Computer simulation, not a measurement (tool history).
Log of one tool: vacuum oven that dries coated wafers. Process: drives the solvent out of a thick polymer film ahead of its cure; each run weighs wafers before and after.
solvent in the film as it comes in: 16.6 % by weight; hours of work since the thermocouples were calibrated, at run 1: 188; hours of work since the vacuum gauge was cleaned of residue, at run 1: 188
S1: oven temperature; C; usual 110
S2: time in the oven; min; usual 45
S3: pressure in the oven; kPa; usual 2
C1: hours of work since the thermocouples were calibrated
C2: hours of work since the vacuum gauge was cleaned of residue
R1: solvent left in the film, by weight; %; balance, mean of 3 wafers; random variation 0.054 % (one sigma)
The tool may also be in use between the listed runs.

{"run": 1, "hour": 0.0, "S1": 110, "S2": 45, "S3": 2, "C1": 188, "C2": 188, "R1": 1.97}
{"run": 2, "hour": 53.7, "S1": 110, "S2": 45, "S3": 2, "C1": 228, "C2": 228, "R1": 2.03}
{"run": 3, "hour": 115.0, "S1": 110, "S2": 45, "S3": 2, "C1": 274, "C2": 274, "R1": 2.04}
{"run": 4, "hour": 178.3, "S1": 110, "S2": 45, "S3": 2, "C1": 321, "C2": 321, "R1": 1.95}
{"run": 5, "hour": 218.6, "S1": 98, "S2": 45, "S3": 2, "C1": 351, "C2": 351, "R1": 5.65}
{"run": 6, "hour": 270.6, "S1": 110, "S2": 45, "S3": 2, "C1": 389, "C2": 389, "R1": 2}
{"hour": 279.1, "done": "oven's thermocouples calibrated"}
{"run": 7, "hour": 318.5, "S1": 110, "S2": 45, "S3": 2, "C1": 29, "C2": 423, "R1": 2.08}
{"run": 8, "hour": 353.0, "S1": 110, "S2": 27, "S3": 1.57, "C1": 55, "C2": 449, "R1": 3.4}
{"run": 9, "hour": 420.5, "S1": 96, "S2": 27, "S3": 6.44, "C1": 105, "C2": 499, "R1": 10.95}
{"hour": 440.4, "done": "oven's thermocouples calibrated, once more"}
{"run": 10, "hour": 491.1, "S1": 109, "S2": 46, "S3": 2, "C1": 38, "C2": 550, "R1": 2.19}
{"run": 11, "hour": 543.2, "S1": 110, "S2": 22, "S3": 2.27, "C1": 76, "C2": 589, "R1": 4.55}
{"run": 12, "hour": 586.2, "S1": 99, "S2": 45, "S3": 4.48, "C1": 108, "C2": 621, "R1": 6.86}
{"run": 13, "hour": 644.3, "S1": 99, "S2": 45, "S3": 4.48, "C1": 151, "C2": 664, "R1": 6.9}

Forecast each of these 3 alternatives for the next run:
{"run": "A", "hour": 682.8, "S1": 110, "S2": 46, "S3": 2, "C1": 180, "C2": 692, "R1": "?"}
{"run": "B", "hour": 682.8, "S1": 116, "S2": 28, "S3": 6.27, "C1": 180, "C2": 692, "R1": "?"}
{"run": "C", "hour": 682.8, "S1": 124, "S2": 42, "S3": 6.48, "C1": 180, "C2": 692, "R1": "?"}

run=A R1=2.15
run=B R1=3.99
run=C R1=2.65
Without the tool's hidden state the same runs would have given:
run=A R1=2.02
run=B R1=3.91
run=C R1=2.56
